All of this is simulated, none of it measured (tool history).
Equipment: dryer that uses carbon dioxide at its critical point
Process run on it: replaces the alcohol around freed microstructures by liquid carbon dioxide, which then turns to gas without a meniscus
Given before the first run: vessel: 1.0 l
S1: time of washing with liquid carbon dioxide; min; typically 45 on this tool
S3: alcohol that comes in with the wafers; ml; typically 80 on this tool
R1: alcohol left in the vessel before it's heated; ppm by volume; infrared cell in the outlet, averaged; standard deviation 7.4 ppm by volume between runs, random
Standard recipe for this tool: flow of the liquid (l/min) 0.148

Run 1, hour 0.0: usual settings. Result: R1 900 ppm by volume.
Run 2, hour 22.2: usual settings. Result: R1 957 ppm by volume.
Run 3, hour 37.5: usual settings. Result: R1 991 ppm by volume.
At hour 41.1: inlet filter changed.
Run 4, hour 55.5: usual settings. Result: R1 448 ppm by volume.
Run 5, hour 75.0: usual settings. Result: R1 462 ppm by volume.
Run 6, hour 97.8: usual settings. Result: R1 475 ppm by volume.
Run 7, hour 114.8: usual settings. Result: R1 489 ppm by volume.
Run 8, hour 128.1: usual settings. Result: R1 495 ppm by volume.
Run 9, hour 141.2: usual settings. Result: R1 504 ppm by volume.
Run 10, hour 159.9: usual settings. Result: R1 529 ppm by volume.
Run 11, hour 173.4: usual settings but S3 35 ml. Result: R1 262 ppm by volume.
Run 12, hour 185.4: usual settings but flow of the liquid (l/min) 0.118, S3 35 ml. Result: R1 688 ppm by volume.
Run 13, hour 201.3: usual settings but flow of the liquid (l/min) 0.118, S3 35 ml. Result: R1 710 ppm by volume.
Run 14, hour 212.7: usual settings but flow of the liquid (l/min) 0.118, S3 35 ml. Result: R1 745 ppm by volume.
Run 15, hour 230.2: usual settings but flow of the liquid (l/min) 0.118, S3 35 ml. Result: R1 779 ppm by volume.
Run 16, hour 252.4: usual settings. Result: R1 656 ppm by volume.
Run 17, hour 272.7: usual settings. Result: R1 670 ppm by volume.
Run 18, hour 294.3: usual settings but S1 43 min, flow of the liquid (l/min) 0.126, S3 87 ml. Result: R1 1819 ppm by volume.
Run 19, hour 307.6: usual settings but S1 54 min, S3 73 ml. Result: R1 290 ppm by volume.
Run 20, hour 326.1: usual settings but flow of the liquid (l/min) 0.150, S3 77 ml. Result: R1 684 ppm by volume.
Run 21, hour 343.5: usual settings but flow of the liquid (l/min) 0.150, S3 77 ml. Result: R1 690 ppm by volume.
Run 22, hour 357.8: usual settings but flow of the liquid (l/min) 0.150, S3 77 ml. Result: R1 709 ppm by volume.
Run 23, hour 375.3: usual settings but S1 33 min, S3 23 ml. Result: R1 809 ppm by volume.
Run 24, hour 398.3: usual settings but S1 54 min, flow of the liquid (l/min) 0.110, S3 26 ml. Result: R1 522 ppm by volume.
Run 25, hour 414.7: usual settings but S1 30 min, flow of the liquid (l/min) 0.104, S3 52 ml. Result: R1 6125 ppm by volume.
Run 26, hour 427.9: usual settings but S1 56 min, flow of the liquid (l/min) 0.104, S3 55 ml. Result: R1 1185 ppm by volume.
Run 27, hour 441.7: usual settings but S1 34 min, flow of the liquid (l/min) 0.205, S3 68 ml. Result: R1 604 ppm by volume.
Run 28, hour 464.0: usual settings but S1 51 min, flow of the liquid (l/min) 0.205, S3 68 ml. Result: R1 142 ppm by volume.
Run 29, hour 488.6: usual settings but flow of the liquid (l/min) 0.135, S3 88 ml. Result: R1 1614 ppm by volume.
At hour 510.0: inlet filter changed.
Run 30, hour 510.0: usual settings but S1 37 min, S3 50 ml. Result: R1 703 ppm by volume.
Run 31, hour 529.1: usual settings but S1 46 min, flow of the liquid (l/min) 0.189, S3 51 ml. Result: R1 152 ppm by volume.
Run 32, hour 549.7: usual settings but S1 46 min, flow of the liquid (l/min) 0.230, S3 51 ml. Result: R1 122 ppm by volume.
Run 33, hour 569.3: usual settings but S1 46 min, flow of the liquid (l/min) 0.137, S3 51 ml. Result: R1 482 ppm by volume.

Predict each of these 4 candidate next runs independently; none follows another, all start after run 33:
Run A, hour 591.7: usual settings but S1 27 min, S3 32 ml. Result: R1 ?.
Run B, hour 591.7: usual settings but S1 41 min, S3 101 ml. Result: R1 ?.
Run C, hour 591.7: usual settings but S1 37 min, flow of the liquid (l/min) 0.180, S3 51 ml. Result: R1 ?.
Run D, hour 591.7: usual settings but S1 62 min. Result: R1 ?.

run    R1
  A  1534
  B   985
  C   381
  D   184
Had the tool no hidden state, the same runs would have come out as:
run    R1
  A  1285
  B   751
  C   226
  D    57

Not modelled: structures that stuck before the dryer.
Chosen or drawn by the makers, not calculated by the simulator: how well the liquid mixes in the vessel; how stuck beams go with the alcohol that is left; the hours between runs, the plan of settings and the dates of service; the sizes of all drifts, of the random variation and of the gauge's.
